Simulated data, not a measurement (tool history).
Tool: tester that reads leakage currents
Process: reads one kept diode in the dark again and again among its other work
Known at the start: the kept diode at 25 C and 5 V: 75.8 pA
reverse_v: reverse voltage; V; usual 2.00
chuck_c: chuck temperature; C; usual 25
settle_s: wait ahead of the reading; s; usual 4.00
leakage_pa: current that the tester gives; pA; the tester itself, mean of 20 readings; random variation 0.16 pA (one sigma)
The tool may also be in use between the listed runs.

run	hour	reverse_v	chuck_c	settle_s	leakage_pa
1	0.0	2.00	25	4.00	50.61
2	213.8	2.00	25	4.00	50.62
3	383.1	2.00	25	4.00	50.34
# hour 449.1: chuck's temperature calibrated
4	550.0	2.00	25	4.00	50.51
5	711.8	2.00	25	4.00	50.67
6	889.1	2.00	25	4.00	50.62
7	1051.4	2.00	25	4.00	50.70
8	1231.0	2.00	25	4.00	50.89
9	1444.6	2.00	25	4.00	50.55
10	1546.7	2.00	25	4.00	50.35
# hour 1679.3: probe card cleaned and baked
11	1735.9	2.00	25	4.00	50.39
12	1904.1	2.00	25	4.00	50.49
13	2081.0	2.00	25	4.00	50.60
14	2290.6	3.20	28	4.00	81.98
15	2503.4	3.20	28	4.00	82.22
16	2684.1	14.64	21	4.00	83.99
17	2864.0	2.46	30	4.00	87.48
18	2971.5	2.00	25	0.98	50.80
19	3147.6	2.00	25	0.98	50.81
20	3284.8	2.00	25	0.98	50.77
# hour 3359.9: probe card cleaned and baked
21	3453.0	6.39	33	4.00	174.71
# hour 3574.6: tester calibrated
22	3658.3	6.39	28	4.00	111.73

Run 23 comes next. What will it give?
23	3844.3	1.49	25	1.00	?

Run 23 gave leakage_pa 44.43 pA.
Without the tool's hidden state the same run would have given leakage_pa 44.53 pA.

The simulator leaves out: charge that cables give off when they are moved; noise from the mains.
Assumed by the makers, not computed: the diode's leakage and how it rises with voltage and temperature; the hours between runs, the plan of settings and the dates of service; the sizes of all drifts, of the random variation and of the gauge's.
